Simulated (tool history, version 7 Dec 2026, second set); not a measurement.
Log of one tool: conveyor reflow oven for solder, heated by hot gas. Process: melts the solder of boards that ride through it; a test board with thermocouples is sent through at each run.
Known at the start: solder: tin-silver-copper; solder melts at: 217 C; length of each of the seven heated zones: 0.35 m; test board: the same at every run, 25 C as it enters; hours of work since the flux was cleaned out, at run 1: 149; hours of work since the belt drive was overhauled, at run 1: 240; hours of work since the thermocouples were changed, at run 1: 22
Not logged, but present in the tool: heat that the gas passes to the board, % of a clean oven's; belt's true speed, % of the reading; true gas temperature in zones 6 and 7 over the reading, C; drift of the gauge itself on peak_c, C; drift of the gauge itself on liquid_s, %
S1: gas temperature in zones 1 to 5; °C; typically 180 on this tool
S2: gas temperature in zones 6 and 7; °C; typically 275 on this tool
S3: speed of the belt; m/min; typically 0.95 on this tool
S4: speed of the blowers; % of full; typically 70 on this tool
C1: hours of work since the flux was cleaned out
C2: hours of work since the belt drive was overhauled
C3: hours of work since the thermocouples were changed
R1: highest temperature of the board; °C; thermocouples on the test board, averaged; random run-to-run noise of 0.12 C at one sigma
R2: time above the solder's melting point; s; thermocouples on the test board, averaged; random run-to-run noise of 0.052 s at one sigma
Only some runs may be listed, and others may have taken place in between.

Run 1, hour 0: usual settings; C1 149; C2 240; C3 22. Result: R1 256.8 °C, R2 36.02 s.
Run 2, hour 21.4: usual settings; C1 159; C2 250; C3 32. Result: R1 256.7 °C, R2 36.01 s.
Run 3, hour 43.2: usual settings; C1 169; C2 260; C3 42. Result: R1 256.8 °C, R2 36.02 s.
Run 4, hour 60.8: usual settings; C1 178; C2 268; C3 51. Result: R1 256.6 °C, R2 35.95 s.
Run 5, hour 89.3: usual settings but S1 182 °C; C1 191; C2 282; C3 64. Result: R1 257.5 °C, R2 36.44 s.
Run 6, hour 109.7: usual settings; C1 201; C2 292; C3 74. Result: R1 256.8 °C, R2 35.86 s.
Run 7, hour 133.7: usual settings; C1 212; C2 303; C3 85. Result: R1 256.7 °C, R2 35.79 s.
Run 8, hour 149.5: usual settings but S2 264 °C; C1 220; C2 310; C3 93. Result: R1 246.9 °C, R2 31.91 s.
Run 9, hour 161.1: usual settings but S2 264 °C; C1 225; C2 316; C3 98. Result: R1 247 °C, R2 31.75 s.
At hour 167.9: flux residue cleaned out of gas plates and filters.
Run 10, hour 178: usual settings; C1 5; C2 321; C3 104. Result: R1 256 °C, R2 35.5 s.
Run 11, hour 193.4: usual settings; C1 12; C2 329; C3 111. Result: R1 256.1 °C, R2 35.5 s.
Run 12, hour 208.5: usual settings but S3 0.778 m/min; C1 19; C2 336; C3 118. Result: R1 262.4 °C, R2 46.8 s.
Run 13, hour 226.8: usual settings but S3 0.778 m/min; C1 28; C2 345; C3 127. Result: R1 262.2 °C, R2 46.84 s.
Run 14, hour 243.3: usual settings but S1 194 °C; C1 36; C2 352; C3 135. Result: R1 258.7 °C, R2 40.19 s.
Run 15, hour 262.7: usual settings but S1 194 °C; C1 45; C2 361; C3 144. Result: R1 258.9 °C, R2 40.03 s.
Run 16, hour 274.3: usual settings but S1 194 °C; C1 50; C2 367; C3 149. Result: R1 258.3 °C, R2 39.95 s.
Run 17, hour 295.3: usual settings but S1 194 °C, S2 286 °C; C1 60; C2 377; C3 159. Result: R1 267.8 °C, R2 42.89 s.
At hour 308.3: flux residue cleaned out of gas plates and filters, once more.
Run 18, hour 318.2: usual settings but S1 187 °C, S2 282 °C, S3 1.004 m/min, S4 80 % of full; C1 5; C2 385; C3 168. Result: R1 265.5 °C, R2 38.41 s.
Run 19, hour 343.1: usual settings but S2 273 °C, S3 0.984 m/min, S4 73 % of full; C1 16; C2 397; C3 179. Result: R1 255.7 °C, R2 34.43 s.
Run 20, hour 359.6: usual settings but S2 273 °C, S3 0.984 m/min, S4 73 % of full; C1 24; C2 405; C3 187. Result: R1 255.9 °C, R2 34.48 s.
Run 21, hour 388.5: usual settings but S2 273 °C, S3 0.984 m/min, S4 73 % of full; C1 38; C2 418; C3 201. Result: R1 255.9 °C, R2 34.45 s.
Run 22, hour 415.7: usual settings but S1 192 °C, S2 270 °C, S3 0.768 m/min, S4 72 % of full; C1 51; C2 431; C3 214. Result: R1 261.5 °C, R2 50.8 s.
Run 23, hour 427.8: usual settings but S1 175 °C; C1 56; C2 437; C3 219. Result: R1 256.8 °C, R2 35.11 s.
Run 24, hour 446.2: usual settings but S1 175 °C, S2 272 °C; C1 65; C2 446; C3 228. Result: R1 254.4 °C, R2 34.02 s.
Run 25, hour 467.5: usual settings but S2 277 °C, S3 0.788 m/min, S4 90 % of full; C1 75; C2 456; C3 238. Result: R1 267.6 °C, R2 48.39 s.
Run 26, hour 482.9: usual settings but S1 185 °C; C1 82; C2 463; C3 245. Result: R1 258.9 °C, R2 38.18 s.
Run 27, hour 506.7: usual settings but S1 173 °C, S2 267 °C, S3 0.834 m/min, S4 69 % of full; C1 94; C2 474; C3 257. Result: R1 253.5 °C, R2 38.6 s.
Run 28, hour 523.5: usual settings but S1 176 °C, S2 267 °C, S3 0.834 m/min, S4 50 % of full; C1 102; C2 482; C3 265. Result: R1 250.1 °C, R2 36.99 s.
Run 29, hour 541.8: usual settings but S1 174 °C, S2 271 °C, S3 1.096 m/min, S4 50 % of full; C1 110; C2 491; C3 273. Result: R1 242.1 °C, R2 22.41 s.
Run 30, hour 565.6: usual settings but S1 181 °C, S2 266 °C, S3 0.788 m/min, S4 50 % of full; C1 122; C2 502; C3 284. Result: R1 251.7 °C, R2 41.89 s.

Forecast each of these 5 alternatives for the next run:
Run A, hour 583.4: usual settings but S3 1.046 m/min, S4 77 % of full; C1 130; C2 511; C3 293. Result: R1 ?, R2 ?.
Run B, hour 583.4: usual settings but S4 60 % of full; C1 130; C2 511; C3 293. Result: R1 ?, R2 ?.
Run C, hour 583.4: usual settings but S3 1.057 m/min, S4 53 % of full; C1 130; C2 511; C3 293. Result: R1 ?, R2 ?.
Run D, hour 583.4: usual settings but S1 184 °C, S2 284 °C, S3 0.858 m/min, S4 50 % of full; C1 130; C2 511; C3 293. Result: R1 ?, R2 ?.
Run E, hour 583.4: usual settings but S3 1.011 m/min; C1 130; C2 511; C3 293. Result: R1 ?, R2 ?.

run     R1     R2
  A  255.6  31.99
  B  255.6  35.37
  C  249.4  28.57
  D  265.5  44.19
  E  255.4  33.19
The same runs, with their run-to-run variation unchanged, on a tool lacking any hidden condition would have given:
run     R1     R2
  A  256.5  32.22
  B  256.3  35.53
  C  250.1  28.85
  D    266  44.15
  E  256.2  33.39
